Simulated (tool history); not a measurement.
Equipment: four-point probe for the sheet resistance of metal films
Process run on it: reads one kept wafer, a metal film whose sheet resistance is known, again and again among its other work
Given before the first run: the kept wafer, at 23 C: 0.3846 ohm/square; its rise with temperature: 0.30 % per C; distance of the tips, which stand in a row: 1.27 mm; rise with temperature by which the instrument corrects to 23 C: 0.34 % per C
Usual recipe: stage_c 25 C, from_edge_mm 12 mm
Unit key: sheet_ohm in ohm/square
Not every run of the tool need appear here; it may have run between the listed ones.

run 1 day=0.000 | stage_c=25 from_edge_mm=12 | sheet_ohm=0.386480
run 2 day=1.904 | stage_c=25 from_edge_mm=12 | sheet_ohm=0.386581
run 3 day=3.192 | stage_c=25 from_edge_mm=12 | sheet_ohm=0.386682
run 4 day=4.296 | stage_c=25 from_edge_mm=12 | sheet_ohm=0.386681
run 5 day=6.154 | stage_c=25 from_edge_mm=12 | sheet_ohm=0.386764
run 6 day=7.150 | stage_c=25 from_edge_mm=38 | sheet_ohm=0.384689
run 7 day=8.846 | stage_c=25 from_edge_mm=38 | sheet_ohm=0.384598
run 8 day=10.558 | stage_c=25 from_edge_mm=38 | sheet_ohm=0.384840
run 9 day=11.596 | stage_c=25 from_edge_mm=38 | sheet_ohm=0.384780
run 10 day=13.312 | stage_c=25 from_edge_mm=11 | sheet_ohm=0.387308
run 11 day=14.471 | stage_c=25 from_edge_mm=11 | sheet_ohm=0.387325
run 12 day=15.879 | stage_c=25 from_edge_mm=11 | sheet_ohm=0.387464
run 13 day=17.408 | stage_c=27 from_edge_mm=12 | sheet_ohm=0.386835
-- day=17.529 stage's thermometer calibrated
run 14 day=18.933 | stage_c=25 from_edge_mm=12 | sheet_ohm=0.387177
run 15 day=20.075 | stage_c=22 from_edge_mm=12 | sheet_ohm=0.387527
run 16 day=21.771 | stage_c=22 from_edge_mm=12 | sheet_ohm=0.387645
run 17 day=23.367 | stage_c=22 from_edge_mm=12 | sheet_ohm=0.387641
-- day=23.642 stage's thermometer calibrated, once more
run 18 day=24.567 | stage_c=25 from_edge_mm=12 | sheet_ohm=0.387361
run 19 day=26.008 | stage_c=25 from_edge_mm=12 | sheet_ohm=0.387273
run 20 day=27.050 | stage_c=26 from_edge_mm=12 | sheet_ohm=0.387353
run 21 day=28.971 | stage_c=25 from_edge_mm=12 | sheet_ohm=0.387465
run 22 day=30.796 | stage_c=25 from_edge_mm=12 | sheet_ohm=0.387630
run 23 day=31.908 | stage_c=25 from_edge_mm=12 | sheet_ohm=0.387589
run 24 day=33.721 | stage_c=25 from_edge_mm=61 | sheet_ohm=0.385364
run 25 day=34.850 | stage_c=31 from_edge_mm=17 | sheet_ohm=0.385605
run 26 day=36.804 | stage_c=24 from_edge_mm=13 | sheet_ohm=0.387582
run 27 day=37.962 | stage_c=19 from_edge_mm=3 | sheet_ohm=0.419943
run 28 day=38.933 | stage_c=22 from_edge_mm=5 | sheet_ohm=0.398873
run 29 day=39.871 | stage_c=22 from_edge_mm=5 | sheet_ohm=0.398877
run 30 day=40.733 | stage_c=30 from_edge_mm=52 | sheet_ohm=0.384751
run 31 day=42.658 | stage_c=33 from_edge_mm=10 | sheet_ohm=0.387624
run 32 day=44.238 | stage_c=33 from_edge_mm=10 | sheet_ohm=0.387630
run 33 day=45.267 | stage_c=33 from_edge_mm=10 | sheet_ohm=0.387831
run 34 day=46.479 | stage_c=33 from_edge_mm=10 | sheet_ohm=0.387744
run 35 day=48.375 | stage_c=30 from_edge_mm=23 | sheet_ohm=0.385643
run 36 day=49.321 | stage_c=30 from_edge_mm=23 | sheet_ohm=0.385717
run 37 day=50.638 | stage_c=30 from_edge_mm=23 | sheet_ohm=0.385563
run 38 day=52.642 | stage_c=32 from_edge_mm=4 | sheet_ohm=0.404648
run 39 day=54.675 | stage_c=25 from_edge_mm=8 | sheet_ohm=0.391142
run 40 day=55.521 | stage_c=21 from_edge_mm=10 | sheet_ohm=0.389905
run 41 day=57.525 | stage_c=23 from_edge_mm=22 | sheet_ohm=0.386897
run 42 day=58.808 | stage_c=23 from_edge_mm=22 | sheet_ohm=0.387039
run 43 day=60.850 | stage_c=22 from_edge_mm=8 | sheet_ohm=0.391793
run 44 day=62.338 | stage_c=22 from_edge_mm=12 | sheet_ohm=0.388946
run 45 day=63.379 | stage_c=22 from_edge_mm=12 | sheet_ohm=0.388960

Below, each run's measurement less what the same run would have read without the hidden state. Both values contain the same run-to-run variation, but the gauge's scatter may not be the same in both:
Unlogged tool condition in this case: inner tips' distance over the nominal, %; tips' flats over new ones', %; wafer's true temperature over the reading, C; drift of the gauge itself on sheet_ohm, %.
run=1 sheet_ohm=-0.000066
run=2 sheet_ohm=-0.000008
run=3 sheet_ohm=+0.000034
run=4 sheet_ohm=+0.000070
run=5 sheet_ohm=+0.000128
run=6 sheet_ohm=+0.000157
run=7 sheet_ohm=+0.000212
run=8 sheet_ohm=+0.000266
run=9 sheet_ohm=+0.000299
run=10 sheet_ohm=+0.000356
run=11 sheet_ohm=+0.000389
run=12 sheet_ohm=+0.000433
run=13 sheet_ohm=+0.000481
run=14 sheet_ohm=+0.000480
run=15 sheet_ohm=+0.000514
run=16 sheet_ohm=+0.000565
run=17 sheet_ohm=+0.000611
run=18 sheet_ohm=+0.000708
run=19 sheet_ohm=+0.000751
run=20 sheet_ohm=+0.000784
run=21 sheet_ohm=+0.000844
run=22 sheet_ohm=+0.000902
run=23 sheet_ohm=+0.000938
run=24 sheet_ohm=+0.000992
run=25 sheet_ohm=+0.001027
run=26 sheet_ohm=+0.001090
run=27 sheet_ohm=+0.001204
run=28 sheet_ohm=+0.001185
run=29 sheet_ohm=+0.001210
run=30 sheet_ohm=+0.001203
run=31 sheet_ohm=+0.001271
run=32 sheet_ohm=+0.001320
run=33 sheet_ohm=+0.001357
run=34 sheet_ohm=+0.001390
run=35 sheet_ohm=+0.001439
run=36 sheet_ohm=+0.001469
run=37 sheet_ohm=+0.001511
run=38 sheet_ohm=+0.001643
run=39 sheet_ohm=+0.001653
run=40 sheet_ohm=+0.001670
run=41 sheet_ohm=+0.001725
run=42 sheet_ohm=+0.001764
run=43 sheet_ohm=+0.001849
run=44 sheet_ohm=+0.001884
run=45 sheet_ohm=+0.001917
